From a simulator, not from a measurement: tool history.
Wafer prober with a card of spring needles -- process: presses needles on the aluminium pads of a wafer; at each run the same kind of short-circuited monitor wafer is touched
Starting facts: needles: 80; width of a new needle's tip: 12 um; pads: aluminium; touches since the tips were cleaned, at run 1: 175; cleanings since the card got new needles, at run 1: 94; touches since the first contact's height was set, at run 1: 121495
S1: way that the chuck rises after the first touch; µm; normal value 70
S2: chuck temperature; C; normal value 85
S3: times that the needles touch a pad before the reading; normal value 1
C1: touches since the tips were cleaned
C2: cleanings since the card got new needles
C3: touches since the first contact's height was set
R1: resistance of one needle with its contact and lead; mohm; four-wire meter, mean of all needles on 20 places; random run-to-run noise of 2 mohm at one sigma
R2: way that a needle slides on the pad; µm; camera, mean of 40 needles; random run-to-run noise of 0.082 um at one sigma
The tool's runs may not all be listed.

run	hour	S1	S2	S3	C1	C2	C3	R1	R2
1	0.0	70	85	1	175	94	121495	210	13.36
# hour 14.8: tips cleaned on abrasive film
# hour 30.0: tips cleaned on abrasive film
# hour 45.1: tips cleaned on abrasive film
2	49.8	70	85	1	1992	97	142721	208	13.28
# hour 58.8: tips cleaned on abrasive film
# hour 73.8: tips cleaned on abrasive film
# hour 88.9: tips cleaned on abrasive film
3	96.5	70	85	1	3278	100	162661	211	13.39
# hour 102.9: tips cleaned on abrasive film
# hour 116.9: tips cleaned on abrasive film
# hour 130.7: tips cleaned on abrasive film
4	130.7	88	85	1	0	103	177200	207	16.83
# hour 145.3: tips cleaned on abrasive film
# hour 159.5: tips cleaned on abrasive film
5	169.1	88	85	1	4125	105	193567	210	16.88
# hour 172.3: tips cleaned on abrasive film
# hour 187.5: tips cleaned on abrasive film
# hour 202.7: tips cleaned on abrasive film
6	204.8	70	85	1	879	108	208746	210	13.41
# hour 214.2: height of the first contact set anew
# hour 217.3: tips cleaned on abrasive film
# hour 231.5: tips cleaned on abrasive film
7	241.9	70	85	1	4457	110	11799	209	13.37
# hour 245.2: tips cleaned on abrasive film
# hour 260.8: tips cleaned on abrasive film
# hour 275.6: tips cleaned on abrasive film
8	276.3	70	31	1	304	113	26416	198	13.40
# hour 291.3: tips cleaned on abrasive film
9	298.2	70	85	2	2946	114	35765	208	13.52
# hour 306.4: tips cleaned on abrasive film
# hour 322.2: tips cleaned on abrasive film
# hour 337.5: tips cleaned on abrasive film
10	349.6	70	85	2	5165	117	57694	210	13.35
# hour 352.1: tips cleaned on abrasive film
# hour 367.1: tips cleaned on abrasive film
# hour 382.6: tips cleaned on abrasive film
11	393.5	70	85	2	4657	120	76401	212	13.45
# hour 396.7: tips cleaned on abrasive film
# hour 411.3: tips cleaned on abrasive film
# hour 426.3: tips cleaned on abrasive film
12	431.5	70	67	1	2228	123	92585	208	13.35
# hour 440.0: tips cleaned on abrasive film
# hour 455.1: tips cleaned on abrasive film
# hour 470.4: tips cleaned on abrasive film
13	477.4	70	85	3	3009	126	112137	211	13.56
# hour 483.8: tips cleaned on abrasive film
# hour 496.4: tips cleaned on abrasive film
# hour 511.0: tips cleaned on abrasive film
14	511.3	70	85	1	140	129	126557	211	13.40
# hour 523.7: tips cleaned on abrasive film
# hour 538.7: tips cleaned on abrasive film
15	547.6	70	77	3	3802	131	142053	212	13.26
# hour 553.8: tips cleaned on abrasive film
# hour 568.0: tips cleaned on abrasive film
# hour 580.7: tips cleaned on abrasive film
16	585.5	70	77	3	2067	134	158197	210	13.37
# hour 594.6: tips cleaned on abrasive film
# hour 607.3: tips cleaned on abrasive film
17	613.5	90	84	2	2689	136	170129	207	17.32
# hour 619.9: tips cleaned on abrasive film
# hour 633.5: tips cleaned on abrasive film
# hour 648.2: tips cleaned on abrasive film
# hour 660.9: tips cleaned on abrasive film
18	668.1	90	84	2	3102	140	193358	211	17.38
# hour 676.2: tips cleaned on abrasive film
# hour 691.0: tips cleaned on abrasive film
# hour 706.5: tips cleaned on abrasive film
# hour 711.8: height of the first contact set anew
# hour 721.3: tips cleaned on abrasive film
19	722.6	90	84	1	545	144	4589	209	17.17
# hour 736.8: tips cleaned on abrasive film
# hour 750.4: tips cleaned on abrasive film
# hour 763.1: tips cleaned on abrasive film
20	770.1	70	105	2	3029	147	24879	212	13.42
# hour 776.5: tips cleaned on abrasive film
# hour 789.9: tips cleaned on abrasive film
# hour 805.5: tips cleaned on abrasive film
21	812.7	82	43	1	3058	150	42992	203	15.69
# hour 819.0: tips cleaned on abrasive film
# hour 831.7: tips cleaned on abrasive film
# hour 846.6: tips cleaned on abrasive film
22	850.9	82	29	1	1834	153	59266	200	15.53
# hour 860.4: tips cleaned on abrasive film
# hour 876.0: tips cleaned on abrasive film
# hour 891.1: tips cleaned on abrasive film
23	894.5	82	29	1	1466	156	77847	197	15.65
# hour 906.4: tips cleaned on abrasive film
# hour 921.4: tips cleaned on abrasive film
# hour 935.8: tips cleaned on abrasive film
24	944.9	70	46	1	3939	159	99358	201	13.47
# hour 950.8: tips cleaned on abrasive film
# hour 965.9: tips cleaned on abrasive film
25	968.4	70	46	1	1078	161	109354	199	13.45
# hour 980.8: tips cleaned on abrasive film
# hour 995.5: tips cleaned on abrasive film
26	1001.4	70	57	1	2557	163	123429	202	13.39
# hour 1011.0: tips cleaned on abrasive film
# hour 1026.2: tips cleaned on abrasive film
# hour 1041.6: tips cleaned on abrasive film
27	1047.5	71	93	2	2543	166	143055	212	13.48
# hour 1056.1: tips cleaned on abrasive film
# hour 1068.8: tips cleaned on abrasive film
28	1078.6	68	85	1	4183	168	156302	212	12.99

Below are 3 alternative next runs, each starting from the tool's condition after run 28. Predict each:
# hour 1081.8: tips cleaned on abrasive film
# hour 1095.8: tips cleaned on abrasive film
# hour 1110.5: tips cleaned on abrasive film
# hour 1123.2: tips cleaned on abrasive film
A	1129.4	63	68	1	2654	172	177929	?	?
# hour 1081.8: tips cleaned on abrasive film
# hour 1095.8: tips cleaned on abrasive film
# hour 1110.5: tips cleaned on abrasive film
# hour 1123.2: tips cleaned on abrasive film
B	1129.4	59	95	1	2654	172	177929	?	?
# hour 1081.8: tips cleaned on abrasive film
# hour 1095.8: tips cleaned on abrasive film
# hour 1110.5: tips cleaned on abrasive film
# hour 1123.2: tips cleaned on abrasive film
C	1129.4	70	75	1	2654	172	177929	?	?

run	R1	R2
A	205	11.98
B	213	11.41
C	208	13.27
Without the tool's hidden state the same runs would have given:
run	R1	R2
A	205	11.99
B	213	11.42
C	208	13.28
